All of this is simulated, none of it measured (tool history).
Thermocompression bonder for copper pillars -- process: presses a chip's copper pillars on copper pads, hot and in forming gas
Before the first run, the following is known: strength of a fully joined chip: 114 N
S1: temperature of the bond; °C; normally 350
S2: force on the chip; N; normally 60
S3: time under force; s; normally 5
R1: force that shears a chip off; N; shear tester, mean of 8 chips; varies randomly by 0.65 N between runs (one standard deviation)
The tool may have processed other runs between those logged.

run   hour   S1  S2  S3    R1
  1      0  350  60   5  40.9
  2   14.3  350  60   5  40.2
  3     23  350  60   5  40.7
  4   31.8  325  60   5  30.9
  5   41.1  350  60   5  38.9
  6   52.7  350  60   5    40
  7   69.3  350  60   5  39.8
  8   84.7  350  60   5  39.5
  9  102.8  350  51   4  31.7
 10  110.9  350  51   4  30.4
 11  126.5  370  61   4  44.4
 12  134.7  370  61   4  43.2
 13  147.3  353  66   5    44
 14  161.3  353  66   5  42.9
 15    178  353  66  14  62.7

3 ways to go on from here, each from the tool as it stands after run 15. What would each give?
  A  192.6  357  66   7   ?
  B  192.6  350  50   5   ?
  C  192.6  350  90   8   ?

run    R1
  A  51.4
  B  34.2
  C  62.9
Take away the tool's hidden state, keep each run's random variation, and the runs would have read:
run    R1
  A  53.5
  B  35.6
  C  65.3
